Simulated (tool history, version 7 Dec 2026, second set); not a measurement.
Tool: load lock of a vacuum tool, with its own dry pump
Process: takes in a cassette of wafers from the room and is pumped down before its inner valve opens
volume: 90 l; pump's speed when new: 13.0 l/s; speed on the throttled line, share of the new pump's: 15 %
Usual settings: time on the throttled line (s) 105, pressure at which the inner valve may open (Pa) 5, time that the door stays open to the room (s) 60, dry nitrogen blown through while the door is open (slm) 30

| run | hour | time on the throttled line (s) | pressure at which the inner valve may open (Pa) | time that the door stays open to the room (s) | dry nitrogen blown through while the door is open (slm) | incoming humidity of the room's air, % | time from the closed door until the inner valve may open (s) | rise of the pressure with all valves shut (Pa/min) |
|---|---|---|---|---|---|---|---|---|
| 1 | 0 | 105 | 5 | 60 | 30 | 45.1 | 159.3 | 0.017 |
| 2 | 94.3 | 105 | 6 | 60 | 30 | 46.4 | 158 | 0.014 |
| 3 | 148.6 | 105 | 6 | 60 | 30 | 48 | 157.7 | 0.019 |
| 4 | 236.4 | 105 | 5 | 30 | 30 | 45 | 158.3 | 0.009 |
| 5 | 310.7 | 105 | 5 | 60 | 4 | 45.9 | 157.9 | 0.04 |
| 6 | 371.1 | 105 | 5 | 60 | 4 | 49.8 | 157.8 | 0.039 |
| 7 | 467.2 | 105 | 7 | 60 | 30 | 40.9 | 155.7 | 0.017 |
| 8 | 506.2 | 105 | 5 | 60 | 30 | 44.4 | 159 | 0.02 |
| 9 | 570.7 | 105 | 5 | 60 | 30 | 45.8 | 159.2 | 0.016 |
| 10 | 615 | 105 | 5 | 60 | 30 | 45.5 | 158.2 | 0.015 |
| 11 | 696.1 | 105 | 5 | 60 | 30 | 44.2 | 157.5 | 0.015 |
| 12 | 774.7 | 105 | 5 | 60 | 30 | 42.7 | 157.5 | 0.017 |
| 13 | 814.7 | 105 | 5 | 60 | 30 | 46.1 | 158.9 | 0.018 |
| 14 | 864.5 | 105 | 5 | 37 | 30 | 44.7 | 158.7 | 0.013 |
| 15 | 952 | 105 | 5 | 60 | 30 | 45.9 | 159.3 | 0.019 |
| 16 | 1030.1 | 105 | 5 | 60 | 30 | 49.9 | 158.2 | 0.021 |
| 17 | 1102.2 | 105 | 5 | 60 | 30 | 41.2 | 158.5 | 0.012 |
| 18 | 1189.9 | 105 | 5 | 60 | 30 | 47.6 | 158.3 | 0.02 |
| 19 | 1273.3 | 105 | 5 | 60 | 30 | 41.7 | 158 | 0.018 |
| 20 | 1358.1 | 93 | 5 | 60 | 30 | 45.9 | 148.1 | 0.012 |

The next listed run, before its measurement:
|  | 1424.2 | dry pump taken out, an overhauled one fitted |
| 21 | 1424.2 | 186 | 8 | 35 | 30 | 44 | ? | ? |

Run 21 gave time from the closed door until the inner valve may open (s) 223, rise of the pressure with all valves shut (Pa/min) 0.013.
Without the tool's hidden state the same run would have given time from the closed door until the inner valve may open (s) 223, rise of the pressure with all valves shut (Pa/min) 0.012.
